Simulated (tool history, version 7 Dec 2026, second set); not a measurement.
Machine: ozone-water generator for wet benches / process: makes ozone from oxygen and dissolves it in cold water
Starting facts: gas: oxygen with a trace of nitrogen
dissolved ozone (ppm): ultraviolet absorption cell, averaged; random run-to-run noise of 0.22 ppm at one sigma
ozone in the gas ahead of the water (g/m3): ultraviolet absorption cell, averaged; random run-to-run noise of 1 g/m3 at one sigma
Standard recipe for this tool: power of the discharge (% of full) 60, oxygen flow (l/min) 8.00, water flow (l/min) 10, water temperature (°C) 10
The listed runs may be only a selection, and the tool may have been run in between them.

run    hour  power of the discharge (% of full)  oxygen flow (l/min)  water flow (l/min)  water temperature (°C)  dissolved ozone (ppm)  ozone in the gas ahead of the water (g/m3)
  1     0.0                                  60                 8.00                  10                      10                   26.0                                       148.1
  2   106.2                                  60                 8.00                  10                       7                   27.4                                       148.4
  3   239.2                                  60                 8.00                  10                       7                   27.0                                       146.0
  4   430.2                                  60                 5.57                  10                       7                   28.5                                       181.8
  5   586.6                                  60                 8.00                   7                      10                   31.3                                       144.8
  6   763.7                                  60                 8.00                   7                      10                   31.2                                       144.2
  7   963.1                                  59                 8.00                   7                      10                   30.6                                       142.8
  8  1046.5                                  60                 8.00                   7                      10                   31.0                                       142.7
     1110.6  -- water thermometer calibrated
  9  1175.0                                  60                 8.00                  10                      10                   23.9                                       142.4
 10  1277.4                                  60                 8.00                  10                      10                   23.6                                       140.2
 11  1449.1                                  58                 8.00                  10                      10                   22.8                                       135.1
 12  1569.0                                  58                 8.00                  10                      10                   22.9                                       136.3
 13  1756.3                                  78                 8.00                  10                      10                   26.3                                       159.3
     1848.8  -- electrodes of the discharge changed
 14  1943.5                                  62                 9.31                  10                      10                   28.8                                       164.5
 15  2036.0                                  62                10.88                  10                      10                   27.2                                       150.9
 16  2200.4                                  54                13.11                  10                      10                   23.1                                       121.9
 17  2399.5                                  54                13.11                  14                       8                   18.5                                       122.1
 18  2546.5                                  49                13.11                  14                       8                   17.3                                       111.7
 19  2702.7                                  49                13.11                  14                       8                   16.9                                       111.5
     2744.4  -- contactor cleaned
 20  2819.3                                  62                 6.34                  14                       9                   25.2                                       200.3
 21  2990.0                                  62                 6.34                  14                       9                   25.2                                       201.5
 22  3121.4                                  75                 8.00                  10                      10                   35.5                                       201.3
 23  3276.2                                  75                 8.00                  10                      10                   35.1                                       197.7

Forecast each of these 4 alternatives for the next run:
  A  3448.3                                  54                 9.77                  10                       6                      ?                                           ?
  B  3448.3                                  64                 4.33                  10                       9                      ?                                           ?
  C  3448.3                                  75                 8.29                  10                       5                      ?                                           ?
  D  3448.3                                  46                 8.00                  10                      11                      ?                                           ?

run  dissolved ozone (ppm)  ozone in the gas ahead of the water (g/m3)
  A                   28.5                                       139.7
  B                   35.4                                       252.3
  C                   37.4                                       192.9
  D                   24.6                                       140.5
Without the tool's hidden state the same runs would have given:
run  dissolved ozone (ppm)  ozone in the gas ahead of the water (g/m3)
  A                   30.7                                       146.3
  B                   38.4                                       266.2
  C                   40.9                                       204.7
  D                   26.4                                       146.2
